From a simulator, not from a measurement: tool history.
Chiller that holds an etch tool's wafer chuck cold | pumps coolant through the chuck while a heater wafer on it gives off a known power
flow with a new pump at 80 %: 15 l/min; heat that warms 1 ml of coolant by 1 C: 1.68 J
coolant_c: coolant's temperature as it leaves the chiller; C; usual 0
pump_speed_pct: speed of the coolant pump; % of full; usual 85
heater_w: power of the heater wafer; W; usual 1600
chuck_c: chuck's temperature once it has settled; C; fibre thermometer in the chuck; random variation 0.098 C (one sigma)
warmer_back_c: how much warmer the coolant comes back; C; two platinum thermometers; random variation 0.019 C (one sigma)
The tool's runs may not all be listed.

| run | hour | coolant_c | pump_speed_pct | heater_w | chuck_c | warmer_back_c |
|---|---|---|---|---|---|---|
| 1 | 0 | 0 | 85 | 1600 | 8.97 | 3.56 |
| 2 | 30.8 | 0 | 85 | 916 | 5.11 | 2.03 |
| 3 | 47.2 | 0 | 85 | 916 | 5.12 | 1.98 |
| 4 | 70.9 | -10 | 85 | 1600 | -1.19 | 3.53 |
| 5 | 89.6 | 0 | 85 | 1600 | 8.69 | 3.51 |
| 6 | 125.5 | 0 | 85 | 1600 | 8.81 | 3.55 |
| 7 | 148.4 | 0 | 85 | 1600 | 8.74 | 3.5 |
| 8 | 166.2 | 0 | 85 | 1883 | 10.49 | 4.1 |
| 9 | 185.9 | 0 | 85 | 1883 | 10.51 | 4.12 |
| 10 | 223.3 | 0 | 70 | 1600 | 10.88 | 4.33 |
| 11 | 256.1 | 0 | 70 | 1600 | 10.96 | 4.29 |
| 12 | 274.8 | 0 | 70 | 1600 | 10.89 | 4.25 |
| 13 | 292 | 0 | 63 | 1600 | 12.02 | 4.8 |
| 14 | 319.1 | -6 | 85 | 1600 | 2.82 | 3.4 |
| 15 | 347 | 0 | 85 | 1600 | 8.87 | 3.41 |
| 16 | 368.1 | 0 | 85 | 1600 | 8.93 | 3.4 |
| 17 | 391.9 | 0 | 85 | 1600 | 8.8 | 3.37 |
| 18 | 419.6 | 0 | 82 | 1513 | 8.69 | 3.32 |
| 19 | 441.3 | -3 | 86 | 1472 | 5.21 | 3.07 |
| 20 | 475.3 | -9 | 77 | 930 | -3.37 | 2.07 |
| 21 | 490.5 | -8 | 75 | 1217 | -0.27 | 2.9 |
| 22 | 525.7 | -8 | 75 | 1217 | -0.34 | 2.87 |
| 23 | 548.1 | 6 | 75 | 1055 | 12.61 | 2.43 |
| 24 | 584.5 | 6 | 75 | 1055 | 12.8 | 2.42 |
| 25 | 604.7 | 6 | 75 | 974 | 12.03 | 2.21 |
| 26 | 636.9 | 5 | 75 | 1017 | 11.46 | 2.34 |
| 27 | 652.9 | 5 | 97 | 1031 | 10.09 | 1.69 |
| 28 | 679.2 | 5 | 97 | 1031 | 9.96 | 1.66 |
| 29 | 702.7 | -7 | 97 | 1370 | -0.29 | 2.31 |

Forecast each of these 5 alternatives for the next run:
| A | 739.2 | 6 | 97 | 1091 | ? | ? |
| B | 739.2 | -6 | 62 | 1600 | ? | ? |
| C | 739.2 | 2 | 63 | 1952 | ? | ? |
| D | 739.2 | -7 | 97 | 1832 | ? | ? |
| E | 739.2 | 6 | 92 | 1249 | ? | ? |

| run | chuck_c | warmer_back_c |
|---|---|---|
| A | 11.21 | 1.77 |
| B | 6.25 | 4.71 |
| C | 16.66 | 5.7 |
| D | 1.89 | 3.18 |
| E | 12.37 | 2.22 |
Without the tool's hidden state the same runs would have given:
| run | chuck_c | warmer_back_c |
|---|---|---|
| A | 11.2 | 2.1 |
| B | 6.23 | 5.04 |
| C | 16.64 | 6.03 |
| D | 1.88 | 3.51 |
| E | 12.36 | 2.55 |

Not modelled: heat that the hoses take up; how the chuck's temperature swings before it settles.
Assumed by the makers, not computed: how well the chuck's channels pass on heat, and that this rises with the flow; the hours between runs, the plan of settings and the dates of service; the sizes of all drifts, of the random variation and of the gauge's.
